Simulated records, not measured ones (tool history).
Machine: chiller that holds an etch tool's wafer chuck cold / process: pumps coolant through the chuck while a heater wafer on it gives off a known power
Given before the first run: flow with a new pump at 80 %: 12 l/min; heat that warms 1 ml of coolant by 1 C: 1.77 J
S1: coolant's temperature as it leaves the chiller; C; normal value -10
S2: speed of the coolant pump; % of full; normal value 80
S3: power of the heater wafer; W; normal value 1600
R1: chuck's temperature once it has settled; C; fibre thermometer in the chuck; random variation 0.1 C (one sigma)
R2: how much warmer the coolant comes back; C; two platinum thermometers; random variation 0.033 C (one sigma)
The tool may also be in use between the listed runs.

run,hour,S1,S2,S3,R1,R2
1,0.0,-10,80,1600,-0.1,4.52
2,73.0,-10,80,1600,0.1,4.51
3,145.3,-3,80,1600,7.2,4.60
4,195.5,-10,80,1600,-0.1,4.61
5,265.4,-10,66,1600,1.6,5.67
6,333.9,-10,66,1600,1.6,5.72
7,403.1,-10,66,1600,1.5,5.71
8,437.3,-10,66,1600,1.5,5.71
9,511.5,-10,62,1600,2.0,6.16
10,588.3,-10,80,2009,2.5,5.88
11,658.6,-10,80,2009,2.6,5.89
12,729.4,-10,80,2009,2.6,5.92
13,780.2,-10,80,2004,2.7,5.97
14,815.6,-10,80,2004,2.7,5.98
15,858.9,-10,80,806,-4.9,2.57
16,919.4,-10,80,806,-4.9,2.57
17,955.1,-20,72,1566,-9.4,5.34
18,1017.0,-16,72,2258,-0.8,7.50
19,1081.0,-12,80,1906,-0.2,5.77
# hour 1114.4: gauge calibrated
20,1139.2,-12,77,2002,0.9,5.91
# hour 1155.9: chiller's thermometer calibrated
21,1197.3,-12,77,2002,0.8,5.91
22,1258.8,-11,80,1835,0.6,5.27
23,1318.1,-10,83,1411,-1.4,3.89
24,1355.5,-7,83,804,-2.2,2.26
25,1435.1,-10,72,984,-3.3,3.22
26,1492.4,-10,72,984,-3.4,3.24
27,1543.2,-11,91,984,-5.3,2.51
28,1587.4,-11,68,867,-5.0,3.10
29,1627.2,-11,68,867,-4.8,3.12

The same runs without the tool's hidden state, with the same run-to-run variation:
Hidden conditions of the tool in this case: heat passed by the chuck's channels, % of clean ones'; flow at a given pump speed, % of a new pump's; coolant's true temperature over the reading, C; drift of the gauge itself on chuck_c, C; drift of the gauge itself on warmer_back_c, C.
run,R2
1,4.52
2,4.48
3,4.54
4,4.54
5,5.57
6,5.60
7,5.56
8,5.55
9,5.97
10,5.66
11,5.65
12,5.65
13,5.68
14,5.68
15,2.25
16,2.23
17,4.99
18,7.12
19,5.37
20,5.90
21,5.88
22,5.21
23,3.81
24,2.17
25,3.10
26,3.10
27,2.36
28,2.93
29,2.93
R1: within 0.1 C of the measured result in every run.

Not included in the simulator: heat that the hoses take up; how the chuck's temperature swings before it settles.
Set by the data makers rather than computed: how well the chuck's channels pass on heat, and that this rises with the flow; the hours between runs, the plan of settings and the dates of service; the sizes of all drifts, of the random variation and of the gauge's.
